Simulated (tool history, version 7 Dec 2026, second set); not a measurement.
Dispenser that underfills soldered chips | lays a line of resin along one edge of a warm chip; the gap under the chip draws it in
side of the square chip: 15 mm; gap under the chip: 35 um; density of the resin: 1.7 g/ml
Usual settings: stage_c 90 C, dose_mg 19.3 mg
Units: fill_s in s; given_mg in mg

run  hour  stage_c  dose_mg  fill_s  given_mg
  1   0.0       90     19.3   271.3     18.88
  2   1.9       90     19.3   292.8     18.84
  3   5.6       90     19.3   353.6     18.78
  4   7.6       90     19.3   391.6     18.80
     11.5  -- new syringe of resin
  5  12.5       90     22.5   266.7     21.83
  6  14.6       90     22.5   295.4     21.77
  7  17.6       90     22.5   343.8     21.69
  8  19.8       90     22.5   388.6     21.86
     23.6  -- new syringe of resin
  9  24.4       90     22.5   264.6     21.68
 10  28.3       90     19.3   328.7     18.51
     30.0  -- dispensing valve cleaned and set on the balance
 11  32.9       90     19.3   400.3     19.21
 12  35.8       90     19.3   462.5     19.12
     36.7  -- new syringe of resin
 13  39.8      102     22.1   195.1     21.83
 14  43.8      102     22.1   239.5     21.81
 15  47.0       97     19.5   340.3     19.22
     48.7  -- new syringe of resin
 16  51.0       97     19.5   221.0     19.22
 17  54.8       87     17.6   404.0     17.23
 18  58.6       79     22.9   622.1     22.44
     61.0  -- new syringe of resin
 19  62.0       79     22.9   396.9     22.51
 20  64.2       90     18.6   297.7     18.24
 21  66.9       91     17.3   345.8     16.98

Forecast each of these 4 alternatives for the next run:
  A  70.8       93     17.4       ?         ?
  B  70.8       79     22.3       ?         ?
  C  70.8       93     16.8       ?         ?
  D  70.8       85     18.7       ?         ?

run  fill_s  given_mg
  A   380.5     16.97
  B   616.5     21.69
  C   390.4     16.31
  D   507.7     18.24
Without the tool's hidden state the same runs would have given:
run  fill_s  given_mg
  A   233.4     17.41
  B   381.1     22.25
  C   239.2     16.73
  D   312.4     18.71
